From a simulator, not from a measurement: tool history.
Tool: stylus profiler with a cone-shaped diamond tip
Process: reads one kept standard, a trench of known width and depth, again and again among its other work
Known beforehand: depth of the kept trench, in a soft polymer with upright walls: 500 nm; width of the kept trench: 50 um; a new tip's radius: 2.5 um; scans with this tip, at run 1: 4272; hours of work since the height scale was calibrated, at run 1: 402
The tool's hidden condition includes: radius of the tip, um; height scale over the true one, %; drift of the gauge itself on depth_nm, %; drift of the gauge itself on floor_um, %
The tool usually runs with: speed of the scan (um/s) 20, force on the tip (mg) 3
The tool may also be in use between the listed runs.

| run | day | speed of the scan (um/s) | force on the tip (mg) | scans with this tip | hours of work since the height scale was calibrated | depth of the trench (Å) | width of the trench's floor (um) |
|---|---|---|---|---|---|---|---|
| 1 | 0 | 20 | 3 | 4272 | 402 | 5055.2 | 46.91 |
| 2 | 3.046 | 20 | 3 | 4794 | 452 | 5055.2 | 46.93 |
| 3 | 4.983 | 20 | 3 | 5127 | 483 | 5057.6 | 46.88 |
| 4 | 7.75 | 20 | 1.43 | 5601 | 528 | 5036.8 | 46.89 |
| 5 | 11.95 | 20 | 1.43 | 6322 | 596 | 5031.1 | 46.84 |
| 6 | 15.162 | 20 | 3.18 | 6873 | 648 | 5059.7 | 46.94 |
| 7 | 17.112 | 20 | 3.18 | 7208 | 679 | 5059.7 | 46.91 |
| 8 | 20.379 | 20 | 3 | 7769 | 732 | 5056.4 | 46.89 |
| 9 | 24.058 | 20 | 3 | 8401 | 791 | 5057.6 | 46.93 |
| 10 | 28.133 | 20 | 3 | 9099 | 857 | 5057.7 | 46.94 |
| 11 | 31.342 | 20 | 3 | 9650 | 909 | 5057.4 | 46.9 |
| 12 | 33.704 | 20 | 3 | 10055 | 947 | 5058.9 | 46.86 |
| 13 | 37.308 | 20 | 1.7 | 10674 | 1006 | 5038.8 | 46.85 |
| 14 | 40.908 | 20 | 3 | 11292 | 1064 | 5058.7 | 46.89 |
| 15 | 42.829 | 20 | 3 | 11622 | 1095 | 5055.1 | 46.93 |
|  | 46.179 | height scale calibrated on a step standard |
| 16 | 46.554 | 20 | 3 | 12257 | 6 | 5056.6 | 46.93 |
| 17 | 50.271 | 20 | 3 | 12895 | 66 | 5054.6 | 46.95 |
| 18 | 52.912 | 20 | 3 | 13348 | 109 | 5056.8 | 46.9 |
| 19 | 55.417 | 20 | 3 | 13778 | 149 | 5054.2 | 46.89 |
| 20 | 59.304 | 20 | 1.15 | 14445 | 212 | 5031.7 | 46.86 |
| 21 | 61.525 | 20 | 1.15 | 14826 | 248 | 5029.7 | 46.84 |
| 22 | 65.879 | 20 | 1.15 | 15574 | 319 | 5030.3 | 46.87 |
| 23 | 68.479 | 20 | 3 | 16020 | 361 | 5056.4 | 46.88 |
| 24 | 71.708 | 7 | 7.91 | 16574 | 413 | 5107.7 | 46.93 |
| 25 | 73.642 | 8 | 1.73 | 16906 | 444 | 5041.6 | 47 |
| 26 | 75.821 | 29 | 3.33 | 17279 | 479 | 5060.9 | 46.88 |
| 27 | 79.6 | 29 | 3.33 | 17928 | 540 | 5060.9 | 46.81 |
| 28 | 82.829 | 29 | 3.33 | 18482 | 593 | 5061.3 | 46.84 |
| 29 | 86.338 | 21 | 5.6 | 19084 | 649 | 5084.2 | 46.95 |
| 30 | 88.529 | 17 | 5.58 | 19460 | 685 | 5085.6 | 46.95 |
| 31 | 91.604 | 17 | 5.58 | 19988 | 734 | 5085.8 | 46.92 |
| 32 | 95.65 | 17 | 5.58 | 20682 | 800 | 5085.5 | 46.93 |
| 33 | 99.196 | 24 | 4 | 21291 | 857 | 5071.2 | 46.88 |
| 34 | 101.017 | 24 | 4 | 21603 | 887 | 5068.7 | 46.91 |
| 35 | 105.35 | 56 | 6.13 | 22347 | 957 | 5091.7 | 46.82 |
| 36 | 107.604 | 56 | 6.13 | 22734 | 993 | 5091.7 | 46.81 |
| 37 | 109.608 | 31 | 1.6 | 23078 | 1026 | 5036.9 | 46.8 |
| 38 | 113.858 | 6 | 1.6 | 23807 | 1094 | 5040.3 | 46.92 |
| 39 | 116.671 | 5 | 3.58 | 24290 | 1140 | 5063.3 | 46.97 |
|  | 117.275 | height scale calibrated on a step standard |
| 40 | 119.896 | 45 | 6.44 | 24840 | 42 | 5094.1 | 46.83 |
| 41 | 123.3 | 32 | 3.62 | 25424 | 97 | 5063.5 | 46.85 |
| 42 | 126.888 | 32 | 4.76 | 26040 | 155 | 5077.9 | 46.89 |
| 43 | 130.617 | 10 | 6.64 | 26680 | 216 | 5096.9 | 46.94 |
| 44 | 132.75 | 18 | 2.7 | 27046 | 250 | 5049.2 | 46.84 |
| 45 | 136.888 | 47 | 7.41 | 27756 | 317 | 5102 | 46.82 |
| 46 | 138.704 | 47 | 7.41 | 28067 | 346 | 5102.5 | 46.86 |

Each row is a separate what-if for the run after 46, all from the same tool condition, not one after another. Results?
| A | 140.679 | 26 | 6.59 | 28406 | 378 | ? | ? |
| B | 140.679 | 33 | 3.69 | 28406 | 378 | ? | ? |
| C | 140.679 | 69 | 1.29 | 28406 | 378 | ? | ? |
| D | 140.679 | 27 | 2.23 | 28406 | 378 | ? | ? |

| run | depth of the trench (Å) | width of the trench's floor (um) |
|---|---|---|
| A | 5093.3 | 46.89 |
| B | 5064.5 | 46.8 |
| C | 5030.2 | 46.63 |
| D | 5045.9 | 46.84 |
With no hidden state in the tool, these same runs would have given:
| run | depth of the trench (Å) | width of the trench's floor (um) |
|---|---|---|
| A | 5093.2 | 46.93 |
| B | 5064.5 | 46.84 |
| C | 5030.1 | 46.67 |
| D | 5045.8 | 46.88 |
